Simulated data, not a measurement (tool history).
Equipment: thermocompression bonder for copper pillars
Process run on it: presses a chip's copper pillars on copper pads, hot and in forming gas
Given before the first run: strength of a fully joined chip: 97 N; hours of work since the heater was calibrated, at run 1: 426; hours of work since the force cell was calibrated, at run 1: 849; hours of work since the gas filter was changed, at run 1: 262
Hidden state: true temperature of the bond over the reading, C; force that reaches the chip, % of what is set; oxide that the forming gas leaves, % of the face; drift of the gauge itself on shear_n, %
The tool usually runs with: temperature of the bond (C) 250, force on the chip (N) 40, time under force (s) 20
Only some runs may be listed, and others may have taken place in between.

run     day  temperature of the bond (C)  force on the chip (N)  time under force (s)  hours of work since the heater was calibrated  hours of work since the force cell was calibrated  hours of work since the gas filter was changed  force that shears a chip off (N)
  1       0                          250                     40                    20                                            426                                                849                                             262                                45
  2   0.883                          250                     40                    20                                            435                                                858                                             271                              45.2
  3   1.771                          250                     40                    20                                            444                                                867                                             281                                45
  4   3.167                          250                     40                    20                                            458                                                881                                             295                              44.4
  5   4.212                          250                     51                    20                                            469                                                892                                             306                              56.4
       4.95  -- forming gas filter changed
  6   5.346                          250                     51                    20                                            481                                                903                                               4                              60.5
  7   5.908                          250                     51                    20                                            486                                                909                                              10                                60
  8   6.479                          250                     51                    20                                            492                                                915                                              16                              60.4
  9   7.458                          266                     40                    20                                            502                                                925                                              26                              60.4
 10   8.717                          235                     41                    31                                            515                                                938                                              39                              44.3
 11   9.854                          235                     41                    31                                            527                                                950                                              51                              43.6
 12  10.967                          272                     31                    11                                            538                                                961                                              62                              41.6
 13  12.038                          272                     31                    11                                            550                                                972                                              73                              41.5
 14  13.171                          240                     34                    13                                            561                                                984                                              85                              27.3
 15  14.108                          240                     34                    13                                            571                                                994                                              94                              26.8
 16  14.721                          246                     49                    24                                            577                                               1000                                             101                                57

Branching from run 16: 5 alternative next runs. What would each branch give?
  A  15.654                          246                     49                    19                                            587                                               1010                                             110                                 ?
  B  15.654                          250                     36                    20                                            587                                               1010                                             110                                 ?
  C  15.654                          247                     49                    58                                            587                                               1010                                             110                                 ?
  D  15.654                          246                     50                    24                                            587                                               1010                                             110                                 ?
  E  15.654                          269                     27                    58                                            587                                               1010                                             110                                 ?

run  force that shears a chip off (N)
  A                              52.4
  B                              41.5
  C                              72.7
  D                              57.9
  E                              59.1
With no hidden state in the tool, these same runs would have given:
run  force that shears a chip off (N)
  A                              52.1
  B                              41.1
  C                                73
  D                              57.8
  E                              58.8
